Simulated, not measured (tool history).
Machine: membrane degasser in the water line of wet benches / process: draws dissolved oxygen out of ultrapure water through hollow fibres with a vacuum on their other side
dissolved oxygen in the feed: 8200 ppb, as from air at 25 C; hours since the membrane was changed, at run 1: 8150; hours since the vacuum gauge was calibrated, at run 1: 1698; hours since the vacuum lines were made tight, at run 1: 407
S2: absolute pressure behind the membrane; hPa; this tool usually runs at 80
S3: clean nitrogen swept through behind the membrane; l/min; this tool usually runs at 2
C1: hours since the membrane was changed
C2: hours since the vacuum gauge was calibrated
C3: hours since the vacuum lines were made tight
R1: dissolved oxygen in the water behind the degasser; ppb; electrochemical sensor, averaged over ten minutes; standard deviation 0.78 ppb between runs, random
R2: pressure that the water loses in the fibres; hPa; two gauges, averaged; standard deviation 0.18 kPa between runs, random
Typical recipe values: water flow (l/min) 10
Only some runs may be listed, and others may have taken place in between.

run 1 hour=0 | water_flow_(l/min)=10 S2=80 S3=2 | C1=8150 C2=1698 C3=407 | R1=72 R2=310.4
run 2 hour=101.3 | water_flow_(l/min)=10 S2=59.8 S3=2 | C1=8251 C2=1799 C3=509 | R1=46.2 R2=314.1
run 3 hour=284.6 | water_flow_(l/min)=11 S2=80 S3=2 | C1=8435 C2=1982 C3=692 | R1=83.6 R2=343.3
run 4 hour=435.6 | water_flow_(l/min)=11 S2=80 S3=2 | C1=8586 C2=2133 C3=843 | R1=83.3 R2=339.4
run 5 hour=603.5 | water_flow_(l/min)=11 S2=80 S3=2 | C1=8754 C2=2301 C3=1011 | R1=82.5 R2=337.7
run 6 hour=740.4 | water_flow_(l/min)=10 S2=81.8 S3=2 | C1=8891 C2=2438 C3=1148 | R1=72.7 R2=312.9
run 7 hour=896.4 | water_flow_(l/min)=10 S2=81.8 S3=2 | C1=9046 C2=2594 C3=1304 | R1=73.6 R2=311.5
run 8 hour=1079.2 | water_flow_(l/min)=10 S2=81.8 S3=2 | C1=9229 C2=2777 C3=1486 | R1=73 R2=312.3
run 9 hour=1299.1 | water_flow_(l/min)=10 S2=81.8 S3=2 | C1=9449 C2=2997 C3=1706 | R1=73 R2=308.8
run 10 hour=1459.3 | water_flow_(l/min)=10 S2=81.8 S3=2 | C1=9609 C2=3157 C3=1867 | R1=75.2 R2=310.5

Predict the results of run 11:
run 11 hour=1611.7 | water_flow_(l/min)=10 S2=81.8 S3=2 | C1=9762 C2=3309 C3=2019 | R1=? R2=?

Run 11 came out at R1 74.2 ppb, R2 308.5 hPa.
Without the tool's hidden state the same run would have given R1 74 ppb, R2 311.2 hPa.
